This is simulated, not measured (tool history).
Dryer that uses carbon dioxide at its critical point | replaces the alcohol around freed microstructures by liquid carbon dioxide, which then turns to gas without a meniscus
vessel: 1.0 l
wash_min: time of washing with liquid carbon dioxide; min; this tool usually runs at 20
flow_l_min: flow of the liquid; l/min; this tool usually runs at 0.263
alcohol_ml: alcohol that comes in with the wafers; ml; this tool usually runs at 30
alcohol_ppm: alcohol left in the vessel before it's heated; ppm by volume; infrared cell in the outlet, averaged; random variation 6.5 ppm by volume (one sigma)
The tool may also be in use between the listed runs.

run,day,wash_min,flow_l_min,alcohol_ml,alcohol_ppm
1,0,20,0.263,30,402
2,2.412,20,0.263,30,444
3,3.554,20,0.275,30,380
4,6.088,14,0.275,30,997
5,7.738,14,0.275,30,1055
6,10.208,14,0.275,30,1138
7,11.367,25,0.275,30,124
8,12.608,27,0.263,30,110
9,15.029,20,0.299,30,252
10,17.125,20,0.299,30,265
11,18.45,20,0.299,30,276
12,20.996,20,0.299,30,293
13,22.558,20,0.299,30,203
14,24.492,20,0.263,30,372
15,26.021,20,0.263,30,376
16,27.642,20,0.175,30,1578
17,28.767,20,0.175,30,1625
18,30.862,20,0.263,30,429
19,32.738,19,0.263,30,550
20,35.042,15,0.263,30,1250
21,37.321,27,0.238,68,474
22,38.488,27,0.238,68,478
23,41.217,14,0.195,53,4894
24,43.625,14,0.195,53,5102
25,46.058,24,0.263,66,397
26,48.783,27,0.263,30,202
27,50.896,16,0.199,110,7885
28,52.921,20,0.25,55,1014
29,55.162,20,0.263,89,1356
30,57.854,31,0.263,89,281
31,59.196,31,0.263,89,296
32,61.246,15,0.263,95,3119
33,62.65,28,0.199,67,715
34,64.421,28,0.199,67,727
35,65.908,19,0.181,83,4779
36,68.008,19,0.181,83,5011
37,70.546,17,0.181,95,7887
38,72.708,27,0.317,23,214
39,73.821,27,0.317,23,218

Removed from this log: 4 entries logged between the listed runs. Between which two listed runs does each belong, and how does the tool's hidden state at the listed run before it compare with that at the listed run after it?
In the gap between runs 3 and 4: inlet filter changed (day 4.008)
  flow that reaches the vessel past the clogged filter, %: 90.1 -> 98.6; alcohol in the recycled carbon dioxide, ppm: 18.2 -> 24.6
  measured minus no-state result, alcohol_ppm: +151 -> +65 ppm by volume
In the gap between runs 12 and 13: inlet filter changed (day 22.458)
  flow that reaches the vessel past the clogged filter, %: 89.9 -> 99.7; alcohol in the recycled carbon dioxide, ppm: 61 -> 64.9
  measured minus no-state result, alcohol_ppm: +154 -> +61 ppm by volume
In the gap between runs 22 and 23: inlet filter changed (day 40.971)
  flow that reaches the vessel past the clogged filter, %: 90.6 -> 99.4; alcohol in the recycled carbon dioxide, ppm: 104.5 -> 111.6
  measured minus no-state result, alcohol_ppm: +255 -> +171 ppm by volume
In the gap between runs 31 and 32: inlet filter changed (day 59.471)
  flow that reaches the vessel past the clogged filter, %: 89.4 -> 98.7; alcohol in the recycled carbon dioxide, ppm: 157.5 -> 162.7
  measured minus no-state result, alcohol_ppm: +224 -> +293 ppm by volume

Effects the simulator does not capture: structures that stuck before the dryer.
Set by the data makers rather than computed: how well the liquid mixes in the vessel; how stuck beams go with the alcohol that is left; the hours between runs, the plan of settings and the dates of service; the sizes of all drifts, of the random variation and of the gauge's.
